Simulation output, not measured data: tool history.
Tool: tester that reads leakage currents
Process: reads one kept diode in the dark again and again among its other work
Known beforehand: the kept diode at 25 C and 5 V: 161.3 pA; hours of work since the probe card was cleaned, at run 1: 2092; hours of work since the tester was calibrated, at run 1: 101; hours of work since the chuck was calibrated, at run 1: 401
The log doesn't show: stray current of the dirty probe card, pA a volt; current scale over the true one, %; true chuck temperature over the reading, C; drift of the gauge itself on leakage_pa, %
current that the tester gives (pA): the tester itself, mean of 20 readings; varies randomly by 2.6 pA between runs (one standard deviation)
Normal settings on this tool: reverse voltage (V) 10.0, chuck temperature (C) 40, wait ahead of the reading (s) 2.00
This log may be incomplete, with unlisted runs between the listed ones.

run	hour	reverse voltage (V)	chuck temperature (C)	wait ahead of the reading (s)	hours of work since the probe card was cleaned	hours of work since the tester was calibrated	hours of work since the chuck was calibrated	current that the tester gives (pA)
1	0.0	10.0	40	2.00	2092	101	401	993.58
2	33.6	10.0	40	2.00	2115	124	425	1000.51
3	57.3	10.0	40	2.00	2132	141	442	1005.46
4	91.6	10.0	40	2.00	2156	165	466	1012.14
5	129.1	1.2	40	2.00	2183	192	492	289.43
6	156.8	1.2	40	2.00	2203	212	512	294.16
7	192.1	1.2	26	2.00	2228	236	537	92.47
8	229.1	1.2	23	2.00	2254	263	563	71.90
9	267.0	10.0	40	2.00	2281	289	590	1052.93
10	302.1	10.0	40	2.00	2305	314	615	1055.27
11	335.2	10.0	40	2.00	2329	338	638	1061.27
# hour 340.7: chuck's temperature calibrated
12	366.7	10.0	40	2.00	2350	359	18	862.14
13	384.1	5.3	40	2.00	2362	371	31	595.00
14	420.9	5.3	40	2.00	2388	397	57	599.31
15	451.7	1.6	40	2.00	2410	419	79	297.37
16	476.8	1.6	40	2.00	2428	436	96	299.04
17	513.0	10.0	40	2.23	2453	462	122	894.60
18	538.4	10.0	40	2.23	2471	480	140	893.49
19	556.9	10.0	40	2.23	2484	493	153	903.75
20	575.1	4.8	40	0.61	2497	506	166	583.60
21	599.1	3.0	57	2.00	2514	523	183	1609.91
22	622.7	3.0	57	2.00	2531	540	199	1615.08
23	652.2	3.0	57	2.00	2552	561	220	1624.38
24	689.3	10.0	47	0.37	2578	587	247	1599.13
25	706.9	7.7	40	2.00	2590	599	259	789.71
26	724.4	7.7	40	2.00	2603	612	271	797.53
27	746.1	7.7	40	2.00	2618	627	287	799.38
28	781.0	10.0	40	4.01	2643	652	312	937.15
29	797.4	10.0	40	0.45	2654	663	323	945.47
30	820.2	10.0	39	2.00	2671	679	339	875.31
31	856.6	10.0	52	2.00	2696	705	365	2390.92
32	888.1	10.0	52	2.00	2719	727	387	2405.93
33	915.8	10.0	54	2.00	2738	747	407	2815.37
34	949.5	10.0	24	2.00	2762	771	431	259.17

How the hidden state differs across the entries between the runs, from the last listed run before each to the first after it:
Logged between run 11 and run 12: chuck's temperature calibrated (hour 340.7)
  stray current of the dirty probe card, pA a volt: 0.401 -> 0.404; current scale over the true one, %: 0.09 -> 0.1; true chuck temperature over the reading, C: 2.59 -> -0.02
  what was measured, less what the result would be without the hidden state, current that the tester gives (pA): +201.34 -> +3.49
